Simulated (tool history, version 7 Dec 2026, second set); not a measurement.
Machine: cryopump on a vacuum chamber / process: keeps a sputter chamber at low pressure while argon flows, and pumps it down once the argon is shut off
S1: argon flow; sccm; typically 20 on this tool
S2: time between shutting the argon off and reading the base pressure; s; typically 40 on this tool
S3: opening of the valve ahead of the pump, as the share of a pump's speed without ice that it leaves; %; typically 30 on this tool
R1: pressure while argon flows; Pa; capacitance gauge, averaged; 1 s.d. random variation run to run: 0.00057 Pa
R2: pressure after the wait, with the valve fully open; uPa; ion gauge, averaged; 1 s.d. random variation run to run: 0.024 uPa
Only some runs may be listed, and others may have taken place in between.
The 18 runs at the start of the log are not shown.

| run | hour | S1 | S2 | S3 | R1 | R2 |
|---|---|---|---|---|---|---|
| 19 | 220.6 | 20 | 40 | 46 | 0.0491 | 1.15 |
| 20 | 238.1 | 20 | 125 | 53 | 0.0428 | 0.68 |
| 21 | 247.6 | 20 | 125 | 53 | 0.0422 | 0.65 |
| 22 | 264.0 | 20 | 125 | 53 | 0.0427 | 0.69 |
| 23 | 276.5 | 20 | 45 | 22 | 0.0973 | 1.10 |
| 24 | 285.9 | 10 | 20 | 17 | 0.0633 | 1.90 |
| 25 | 294.6 | 8 | 20 | 48 | 0.0186 | 1.83 |
| 26 | 307.2 | 20 | 296 | 30 | 0.0719 | 0.52 |
| 27 | 316.5 | 21 | 296 | 30 | 0.0765 | 0.53 |
| 28 | 329.2 | 21 | 296 | 30 | 0.0771 | 0.55 |
| 29 | 346.7 | 8 | 54 | 30 | 0.0291 | 0.99 |
| 30 | 360.2 | 20 | 40 | 20 | 0.1060 | 1.16 |
| 31 | 369.3 | 20 | 40 | 20 | 0.1075 | 1.16 |
| 32 | 386.8 | 20 | 74 | 35 | 0.0646 | 0.86 |
| 33 | 401.5 | 21 | 96 | 19 | 0.1178 | 0.80 |
| 34 | 418.6 | 8 | 96 | 56 | 0.0165 | 0.76 |
| 35 | 426.5 | 15 | 99 | 42 | 0.0403 | 0.72 |

Consider 3 possible next runs. They are alternatives, not a sequence: every one starts from the tool as it was left by run 35. What does each give?
| A | 438.6 | 15 | 29 | 16 | ? | ? |
| B | 438.6 | 26 | 207 | 26 | ? | ? |
| C | 438.6 | 13 | 219 | 33 | ? | ? |

| run | R1 | R2 |
|---|---|---|
| A | 0.0994 | 1.47 |
| B | 0.1099 | 0.59 |
| C | 0.0438 | 0.60 |
Stripped of hidden state, with their random variation kept, the same runs would have yielded:
| run | R1 | R2 |
|---|---|---|
| A | 0.0956 | 1.17 |
| B | 0.1032 | 0.30 |
| C | 0.0405 | 0.32 |
